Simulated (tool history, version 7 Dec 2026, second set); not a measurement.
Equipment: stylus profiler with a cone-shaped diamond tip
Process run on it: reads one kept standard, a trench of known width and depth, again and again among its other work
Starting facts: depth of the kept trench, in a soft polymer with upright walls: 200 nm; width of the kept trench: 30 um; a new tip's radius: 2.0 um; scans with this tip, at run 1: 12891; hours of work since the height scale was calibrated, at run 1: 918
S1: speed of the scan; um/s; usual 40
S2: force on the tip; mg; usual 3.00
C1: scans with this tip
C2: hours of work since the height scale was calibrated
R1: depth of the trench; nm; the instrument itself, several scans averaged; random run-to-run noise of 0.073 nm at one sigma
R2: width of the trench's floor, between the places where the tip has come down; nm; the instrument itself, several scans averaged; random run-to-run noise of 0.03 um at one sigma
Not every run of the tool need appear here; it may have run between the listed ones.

run	hour	S1	S2	C1	C2	R1	R2
1	0.0	40	3.00	12891	918	204.29	27410
2	39.4	40	1.50	13274	946	203.02	27400
3	64.2	40	1.99	13514	963	203.50	27390
4	97.5	40	1.99	13838	986	203.39	27360
# hour 105.0: new tip fitted, height scale calibrated
5	148.8	40	1.99	426	30	203.06	28050
6	182.7	40	1.99	755	54	202.76	28110
7	214.4	40	3.00	1063	76	203.87	28080
8	239.7	61	3.00	1309	93	203.82	28000
9	270.9	40	8.75	1612	115	207.50	28110
10	301.7	140	8.75	1912	136	207.72	27950
11	345.7	40	4.30	2340	167	204.82	28060
12	387.6	40	3.00	2747	196	203.92	27950
13	410.2	40	3.00	2966	211	203.90	27960
14	434.4	114	3.00	3202	228	203.90	27710
15	483.5	40	3.00	3679	262	203.97	27920
16	528.7	40	3.00	4118	293	203.95	27910
17	560.2	142	3.00	4425	315	203.85	27520
18	597.0	40	4.53	4783	341	205.13	27830
19	639.6	40	4.53	5196	370	205.16	27900
20	672.1	22	3.00	5512	393	203.96	27870
21	706.6	66	3.00	5848	417	204.21	27740
22	747.1	31	3.77	6241	445	204.64	27820
23	790.5	11	6.09	6663	475	206.33	27880
24	821.6	14	1.42	6965	496	202.65	27800
25	857.2	30	1.42	7312	521	202.75	27690
26	881.1	95	3.00	7544	537	204.24	27500
27	929.7	95	3.00	8017	571	204.12	27460
28	972.5	81	3.00	8432	601	204.14	27550
29	1021.3	81	3.00	8907	635	204.12	27480
30	1046.6	21	3.00	9153	652	204.14	27700
31	1071.0	12	2.11	9389	669	203.44	27790
32	1116.5	25	3.58	9832	700	204.62	27630
33	1145.2	12	1.58	10111	720	202.99	27570
34	1174.0	29	2.46	10391	740	203.82	27640
35	1215.3	26	2.32	10793	769	203.77	27610
36	1251.8	26	2.32	11147	794	203.79	27580
37	1296.3	26	2.32	11580	825	203.74	27440
38	1331.0	107	4.22	11917	849	205.32	27350
39	1381.4	20	3.82	12407	884	205.19	27510
40	1415.7	20	3.82	12740	908	204.94	27560

Selected run-to-run steps in R1, each split into two signed amounts: the part the tool would show with no hidden state at all (from settings, incoming material and random variation), and the remainder, which goes to the hidden state together with any gauge scatter not common to the measured and the hidden-state-free results:
Hidden state at play: radius of the tip, um; height scale over the true one, %; drift of the gauge itself on depth_nm, %; drift of the gauge itself on floor_um, %.
Run 4 -> 5: new tip fitted, height scale calibrated. R1 -0.33 nm: hidden state -0.71, all else +0.38.
Run 8 -> 9: S1 61 -> 40, S2 3.00 -> 8.75. R1 +3.68 nm: hidden state +0.02, all else +3.66.
Run 10 -> 11: S1 140 -> 40, S2 8.75 -> 4.30. R1 -2.90 nm: hidden state +0.02, all else -2.92.
Run 15 -> 16: nothing adjusted, nothing logged. R1 -0.02 nm: hidden state +0.03, all else -0.05.
Run 18 -> 19: nothing adjusted, nothing logged. R1 +0.03 nm: hidden state +0.03, all else +0.00.
Run 23 -> 24: S1 11 -> 14, S2 6.09 -> 1.42. R1 -3.68 nm: hidden state +0.01, all else -3.69.

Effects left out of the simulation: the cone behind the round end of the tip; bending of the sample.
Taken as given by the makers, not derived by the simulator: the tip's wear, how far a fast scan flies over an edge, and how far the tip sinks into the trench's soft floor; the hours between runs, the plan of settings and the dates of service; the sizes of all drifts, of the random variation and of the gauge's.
